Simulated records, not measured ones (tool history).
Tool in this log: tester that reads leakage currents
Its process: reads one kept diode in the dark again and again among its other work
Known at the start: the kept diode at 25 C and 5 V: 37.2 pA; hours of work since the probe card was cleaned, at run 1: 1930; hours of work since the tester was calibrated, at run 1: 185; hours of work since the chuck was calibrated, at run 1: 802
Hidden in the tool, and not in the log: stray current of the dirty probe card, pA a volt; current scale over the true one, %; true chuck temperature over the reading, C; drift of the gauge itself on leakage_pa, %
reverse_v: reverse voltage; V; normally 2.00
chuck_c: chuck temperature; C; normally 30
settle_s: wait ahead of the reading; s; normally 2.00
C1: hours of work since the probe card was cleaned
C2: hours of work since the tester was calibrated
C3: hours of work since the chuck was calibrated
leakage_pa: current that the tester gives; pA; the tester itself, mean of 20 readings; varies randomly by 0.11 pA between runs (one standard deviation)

{"run": 1, "day": 0.0, "reverse_v": 2.0, "chuck_c": 30, "settle_s": 2.0, "C1": 1930, "C2": 185, "C3": 802, "leakage_pa": 38.75}
{"run": 2, "day": 1.712, "reverse_v": 12.01, "chuck_c": 30, "settle_s": 2.0, "C1": 1950, "C2": 204, "C3": 822, "leakage_pa": 112.83}
{"run": 3, "day": 2.521, "reverse_v": 12.01, "chuck_c": 30, "settle_s": 2.0, "C1": 1959, "C2": 214, "C3": 831, "leakage_pa": 112.48}
{"run": 4, "day": 3.292, "reverse_v": 2.0, "chuck_c": 30, "settle_s": 2.0, "C1": 1968, "C2": 223, "C3": 840, "leakage_pa": 38.88}
{"run": 5, "day": 4.65, "reverse_v": 2.0, "chuck_c": 30, "settle_s": 2.0, "C1": 1984, "C2": 239, "C3": 856, "leakage_pa": 38.88}
{"run": 6, "day": 5.408, "reverse_v": 2.0, "chuck_c": 30, "settle_s": 2.0, "C1": 1992, "C2": 247, "C3": 865, "leakage_pa": 38.81}
{"run": 7, "day": 6.817, "reverse_v": 1.94, "chuck_c": 23, "settle_s": 1.65, "C1": 2009, "C2": 264, "C3": 881, "leakage_pa": 23.52}
{"run": 8, "day": 8.046, "reverse_v": 4.55, "chuck_c": 27, "settle_s": 2.89, "C1": 2023, "C2": 278, "C3": 895, "leakage_pa": 51.26}
{"run": 9, "day": 9.412, "reverse_v": 4.55, "chuck_c": 27, "settle_s": 2.89, "C1": 2039, "C2": 294, "C3": 911, "leakage_pa": 51.61}
{"run": 10, "day": 10.217, "reverse_v": 4.55, "chuck_c": 27, "settle_s": 2.89, "C1": 2048, "C2": 303, "C3": 921, "leakage_pa": 51.54}

Pick out some run-to-run changes in leakage_pa. Of each, how much would a tool without hidden state show as well, from the settings, what came in and chance, and how much is left for the hidden state and any gauge scatter not in both results compared?
Run 1 -> 2: reverse_v 2.00 -> 12.01. leakage_pa +74.08 pA: hidden state +18.08, all else +56.00.
